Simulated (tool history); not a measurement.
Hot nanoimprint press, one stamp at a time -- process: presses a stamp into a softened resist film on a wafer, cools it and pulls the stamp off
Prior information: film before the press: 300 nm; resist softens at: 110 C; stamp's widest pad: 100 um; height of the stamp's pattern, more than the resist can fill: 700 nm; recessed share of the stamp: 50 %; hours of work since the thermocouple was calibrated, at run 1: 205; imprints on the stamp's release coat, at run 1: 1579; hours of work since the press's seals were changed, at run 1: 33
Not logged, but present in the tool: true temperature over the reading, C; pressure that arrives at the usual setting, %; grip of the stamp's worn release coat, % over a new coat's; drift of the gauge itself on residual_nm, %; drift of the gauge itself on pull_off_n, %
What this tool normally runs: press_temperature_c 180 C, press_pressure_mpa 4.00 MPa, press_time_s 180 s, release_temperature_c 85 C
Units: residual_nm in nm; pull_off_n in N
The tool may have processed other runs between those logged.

| run | day | press_temperature_c | press_pressure_mpa | press_time_s | release_temperature_c | hours of work since the thermocouple was calibrated | imprints on the stamp's release coat | hours of work since the press's seals were changed | residual_nm | pull_off_n |
|---|---|---|---|---|---|---|---|---|---|---|
| 1 | 0.000 | 180 | 4.00 | 180 | 85 | 205 | 1579 | 33 | 139.0 | 134 |
| 2 | 0.725 | 180 | 5.74 | 180 | 85 | 217 | 1642 | 45 | 119.6 | 140 |
| 3 | 1.229 | 180 | 4.00 | 178 | 85 | 225 | 1686 | 53 | 140.9 | 135 |
| 4 | 1.742 | 180 | 4.00 | 180 | 85 | 233 | 1731 | 61 | 139.1 | 142 |
| 5 | 2.454 | 180 | 6.30 | 180 | 85 | 245 | 1794 | 73 | 114.5 | 140 |
| 6 | 3.038 | 180 | 6.30 | 180 | 85 | 254 | 1845 | 82 | 113.4 | 141 |
| 7 | 3.517 | 180 | 4.00 | 180 | 90 | 262 | 1887 | 90 | 138.6 | 127 |
| 8 | 4.262 | 180 | 6.30 | 180 | 90 | 274 | 1952 | 102 | 111.9 | 126 |
| 9 | 5.004 | 180 | 6.30 | 154 | 90 | 286 | 2017 | 114 | 119.7 | 129 |
|  | 5.779 | stamp cleaned and given a new release coat |
| 10 | 6.004 | 180 | 4.00 | 180 | 85 | 299 | 20 | 127 | 136.1 | 96 |
| 11 | 6.421 | 180 | 4.00 | 180 | 85 | 305 | 56 | 133 | 138.9 | 93 |
| 12 | 6.767 | 187 | 3.36 | 287 | 87 | 311 | 87 | 139 | 93.7 | 93 |
| 13 | 7.242 | 180 | 4.00 | 199 | 85 | 319 | 128 | 147 | 131.9 | 99 |
| 14 | 7.596 | 169 | 4.00 | 180 | 85 | 324 | 160 | 152 | 204.0 | 103 |
| 15 | 8.117 | 172 | 3.05 | 180 | 92 | 333 | 205 | 161 | 202.5 | 77 |
| 16 | 8.833 | 169 | 2.47 | 195 | 71 | 344 | 268 | 173 | 228.5 | 137 |
| 17 | 9.258 | 182 | 3.34 | 195 | 88 | 351 | 305 | 179 | 132.1 | 93 |
| 18 | 9.596 | 189 | 2.53 | 92 | 88 | 357 | 335 | 185 | 154.5 | 96 |
| 19 | 10.221 | 180 | 2.46 | 146 | 93 | 367 | 390 | 195 | 176.8 | 80 |
| 20 | 10.779 | 170 | 4.00 | 180 | 71 | 376 | 438 | 204 | 194.3 | 139 |
| 21 | 11.542 | 178 | 3.64 | 132 | 74 | 389 | 505 | 217 | 172.2 | 134 |
| 22 | 12.279 | 178 | 3.64 | 132 | 74 | 401 | 570 | 229 | 167.0 | 141 |

Here are 5 independent what-if runs from the current tool condition. What would each one return?
| A | 13.054 | 178 | 3.51 | 132 | 74 | 413 | 638 | 241 | ? | ? |
| B | 13.054 | 171 | 2.75 | 132 | 92 | 413 | 638 | 241 | ? | ? |
| C | 13.054 | 178 | 3.64 | 132 | 83 | 413 | 638 | 241 | ? | ? |
| D | 13.054 | 184 | 4.97 | 295 | 85 | 413 | 638 | 241 | ? | ? |
| E | 13.054 | 178 | 4.09 | 132 | 74 | 413 | 638 | 241 | ? | ? |

| run | residual_nm | pull_off_n |
|---|---|---|
| A | 172.5 | 139 |
| B | 228.4 | 90 |
| C | 168.2 | 113 |
| D | 84.3 | 111 |
| E | 162.1 | 137 |
Without the tool's hidden state the same runs would have given:
| run | residual_nm | pull_off_n |
|---|---|---|
| A | 183.8 | 125 |
| B | 238.9 | 83 |
| C | 179.3 | 102 |
| D | 91.1 | 101 |
| E | 173.2 | 123 |

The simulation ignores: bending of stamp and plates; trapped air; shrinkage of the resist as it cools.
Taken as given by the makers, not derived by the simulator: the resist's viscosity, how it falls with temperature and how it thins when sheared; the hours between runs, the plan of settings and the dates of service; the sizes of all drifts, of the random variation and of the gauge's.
